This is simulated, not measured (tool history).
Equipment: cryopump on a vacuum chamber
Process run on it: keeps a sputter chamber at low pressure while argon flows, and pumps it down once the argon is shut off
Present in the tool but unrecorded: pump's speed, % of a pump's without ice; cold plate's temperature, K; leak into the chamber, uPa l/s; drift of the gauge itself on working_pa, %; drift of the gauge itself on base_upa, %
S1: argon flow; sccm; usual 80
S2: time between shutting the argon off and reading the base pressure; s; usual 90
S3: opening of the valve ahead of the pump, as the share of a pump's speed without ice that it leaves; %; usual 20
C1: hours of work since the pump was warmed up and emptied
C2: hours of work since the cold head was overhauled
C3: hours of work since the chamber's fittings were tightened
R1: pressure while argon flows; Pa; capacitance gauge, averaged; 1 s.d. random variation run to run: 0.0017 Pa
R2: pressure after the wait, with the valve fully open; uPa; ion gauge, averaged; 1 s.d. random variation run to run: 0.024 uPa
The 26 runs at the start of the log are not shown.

{"run": 27, "hour": 297.5, "S1": 34, "S2": 136, "S3": 30, "C1": 154, "C2": 154, "C3": 2808, "R1": 0.1193, "R2": 1.4}
{"run": 28, "hour": 306.9, "S1": 34, "S2": 34, "S3": 30, "C1": 158, "C2": 158, "C3": 2812, "R1": 0.1177, "R2": 2.66}
{"run": 29, "hour": 321.5, "S1": 34, "S2": 34, "S3": 30, "C1": 165, "C2": 165, "C3": 2819, "R1": 0.1192, "R2": 2.62}
{"run": 30, "hour": 331.9, "S1": 82, "S2": 90, "S3": 16, "C1": 170, "C2": 170, "C3": 2824, "R1": 0.538, "R2": 1.66}
{"run": 31, "hour": 341.9, "S1": 82, "S2": 90, "S3": 16, "C1": 175, "C2": 175, "C3": 2828, "R1": 0.5324, "R2": 1.66}
{"run": 32, "hour": 353.7, "S1": 82, "S2": 90, "S3": 16, "C1": 180, "C2": 180, "C3": 2834, "R1": 0.5337, "R2": 1.62}
{"run": 33, "hour": 363.3, "S1": 82, "S2": 119, "S3": 21, "C1": 184, "C2": 184, "C3": 2838, "R1": 0.4092, "R2": 1.55}
{"run": 34, "hour": 374.8, "S1": 43, "S2": 119, "S3": 35, "C1": 190, "C2": 190, "C3": 2844, "R1": 0.1302, "R2": 1.47}

3 options for the next run, each taken on its own from the tool as it stands now. Forecast them:
{"run": "A", "hour": 386.8, "S1": 58, "S2": 119, "S3": 35, "C1": 195, "C2": 195, "C3": 2849, "R1": "?", "R2": "?"}
{"run": "B", "hour": 386.8, "S1": 39, "S2": 29, "S3": 28, "C1": 195, "C2": 195, "C3": 2849, "R1": "?", "R2": "?"}
{"run": "C", "hour": 386.8, "S1": 80, "S2": 145, "S3": 31, "C1": 195, "C2": 195, "C3": 2849, "R1": "?", "R2": "?"}

run=A R1=0.1768 R2=1.52
run=B R1=0.1467 R2=3.01
run=C R1=0.274 R2=1.46
The same runs, with their run-to-run variation unchanged, on a tool lacking any hidden condition would have given:
run=A R1=0.1707 R2=0.67
run=B R1=0.1426 R2=2.16
run=C R1=0.2656 R2=0.61
